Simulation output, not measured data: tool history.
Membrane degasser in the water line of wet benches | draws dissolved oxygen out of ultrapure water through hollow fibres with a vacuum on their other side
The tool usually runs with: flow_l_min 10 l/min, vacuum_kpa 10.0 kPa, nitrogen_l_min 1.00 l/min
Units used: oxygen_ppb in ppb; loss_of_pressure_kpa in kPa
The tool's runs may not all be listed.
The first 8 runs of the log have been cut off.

run	hour	flow_l_min	vacuum_kpa	nitrogen_l_min	oxygen_ppb	loss_of_pressure_kpa
9	1258.6	13	10.0	1.00	310.1	38.24
10	1443.1	13	10.0	1.00	316.2	38.12
11	1545.3	13	10.0	1.00	307.0	38.04
12	1713.2	10	10.0	1.00	203.5	28.93
13	1831.5	10	10.0	1.00	201.7	29.14
14	2030.4	7	10.0	1.00	122.7	20.32
15	2227.0	7	10.0	1.00	123.1	20.49
16	2368.8	7	10.0	1.00	122.9	20.42
17	2539.1	10	16.5	0.59	529.7	29.01
18	2739.1	10	21.9	1.00	458.5	28.95
19	2838.9	11	18.5	0.76	539.8	31.46
# hour 2978.3: vacuum gauge calibrated
# hour 3010.0: gauge calibrated
20	3016.2	9	17.2	1.64	212.2	26.56
21	3240.1	9	17.2	1.64	209.0	26.53
22	3366.6	9	10.8	2.19	103.5	26.68
23	3565.0	10	6.5	0.69	154.3	29.68
24	3738.6	10	10.0	2.98	103.2	29.75
25	3946.2	10	15.4	0.42	632.7	29.87
26	4077.6	10	15.4	0.42	628.3	29.28
27	4199.2	10	14.5	1.09	283.7	29.41
28	4406.6	10	14.5	1.09	284.0	29.09
29	4610.1	13	15.5	0.53	715.9	38.03
30	4831.5	14	15.5	0.99	516.8	41.27
31	4952.9	13	15.5	0.43	819.6	37.77
32	5127.4	10	17.2	1.00	363.0	29.40

Predict each of these 4 candidate next runs independently; none follows another, all start after run 32:
A	5265.9	10	8.7	2.56	?	?
B	5265.9	8	17.2	1.30	?	?
C	5265.9	10	14.4	1.00	?	?
D	5265.9	10	10.0	0.53	?	?

run	oxygen_ppb	loss_of_pressure_kpa
A	98.1	29.03
B	223.6	23.33
C	296.2	29.30
D	318.5	29.22
Without the tool's unlogged condition, the same runs would have read:
run	oxygen_ppb	loss_of_pressure_kpa
A	97.8	29.65
B	223.3	23.83
C	295.7	29.93
D	318.2	29.84
